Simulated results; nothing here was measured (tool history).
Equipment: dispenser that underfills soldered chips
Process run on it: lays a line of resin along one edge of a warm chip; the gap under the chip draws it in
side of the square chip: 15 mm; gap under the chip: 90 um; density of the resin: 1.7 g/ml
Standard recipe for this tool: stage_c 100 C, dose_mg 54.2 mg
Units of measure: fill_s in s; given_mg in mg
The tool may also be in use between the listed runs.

{"run": 1, "hour": 0.0, "stage_c": 100, "dose_mg": 54.2, "fill_s": 95.7, "given_mg": 54.01}
{"hour": 2.9, "done": "new syringe of resin"}
{"hour": 9.9, "done": "new syringe of resin"}
{"run": 2, "hour": 10.9, "stage_c": 100, "dose_mg": 54.2, "fill_s": 85.7, "given_mg": 54}
{"hour": 17.2, "done": "new syringe of resin"}
{"run": 3, "hour": 20.7, "stage_c": 100, "dose_mg": 54.2, "fill_s": 92.2, "given_mg": 53.29}
{"hour": 24.3, "done": "new syringe of resin"}
{"hour": 32.0, "done": "new syringe of resin"}
{"run": 4, "hour": 33.8, "stage_c": 100, "dose_mg": 54.2, "fill_s": 85.1, "given_mg": 53.39}
{"hour": 39.0, "done": "new syringe of resin"}
{"run": 5, "hour": 45.6, "stage_c": 89, "dose_mg": 54.2, "fill_s": 147.9, "given_mg": 52.91}
{"hour": 46.6, "done": "new syringe of resin"}
{"hour": 54.1, "done": "new syringe of resin"}
{"run": 6, "hour": 55.8, "stage_c": 108, "dose_mg": 62.8, "fill_s": 66, "given_mg": 60.93}
{"hour": 61.1, "done": "new syringe of resin"}
{"run": 7, "hour": 65.0, "stage_c": 95, "dose_mg": 66.1, "fill_s": 108.5, "given_mg": 64.82}
{"hour": 68.0, "done": "new syringe of resin"}
{"hour": 75.5, "done": "new syringe of resin"}
{"run": 8, "hour": 76.1, "stage_c": 111, "dose_mg": 49.3, "fill_s": 59, "given_mg": 47.55}
{"hour": 82.7, "done": "new syringe of resin"}
{"run": 9, "hour": 88.7, "stage_c": 104, "dose_mg": 64, "fill_s": 85.7, "given_mg": 61.29}
{"hour": 89.7, "done": "new syringe of resin"}
{"hour": 97.3, "done": "new syringe of resin"}
{"run": 10, "hour": 101.2, "stage_c": 104, "dose_mg": 64, "fill_s": 80.8, "given_mg": 61}

Alternative continuations, all from the tool just after run 10; predict every row:
{"hour": 104.8, "done": "new syringe of resin"}
{"run": "A", "hour": 109.9, "stage_c": 107, "dose_mg": 66.5, "fill_s": "?", "given_mg": "?"}
{"hour": 104.8, "done": "new syringe of resin"}
{"run": "B", "hour": 109.9, "stage_c": 100, "dose_mg": 48, "fill_s": "?", "given_mg": "?"}
{"hour": 104.8, "done": "new syringe of resin"}
{"run": "C", "hour": 109.9, "stage_c": 103, "dose_mg": 47.4, "fill_s": "?", "given_mg": "?"}
{"hour": 104.8, "done": "new syringe of resin"}
{"run": "D", "hour": 109.9, "stage_c": 99, "dose_mg": 55.1, "fill_s": "?", "given_mg": "?"}

run=A fill_s=77 given_mg=63.16
run=B fill_s=98.4 given_mg=45.7
run=C fill_s=91.8 given_mg=45.22
run=D fill_s=100.5 given_mg=52.49
The same runs, with their run-to-run variation unchanged, on a tool lacking any hidden condition would have given:
run=A fill_s=66.8 given_mg=66.42
run=B fill_s=84.6 given_mg=48.05
run=C fill_s=78.9 given_mg=47.55
run=D fill_s=87 given_mg=55.2

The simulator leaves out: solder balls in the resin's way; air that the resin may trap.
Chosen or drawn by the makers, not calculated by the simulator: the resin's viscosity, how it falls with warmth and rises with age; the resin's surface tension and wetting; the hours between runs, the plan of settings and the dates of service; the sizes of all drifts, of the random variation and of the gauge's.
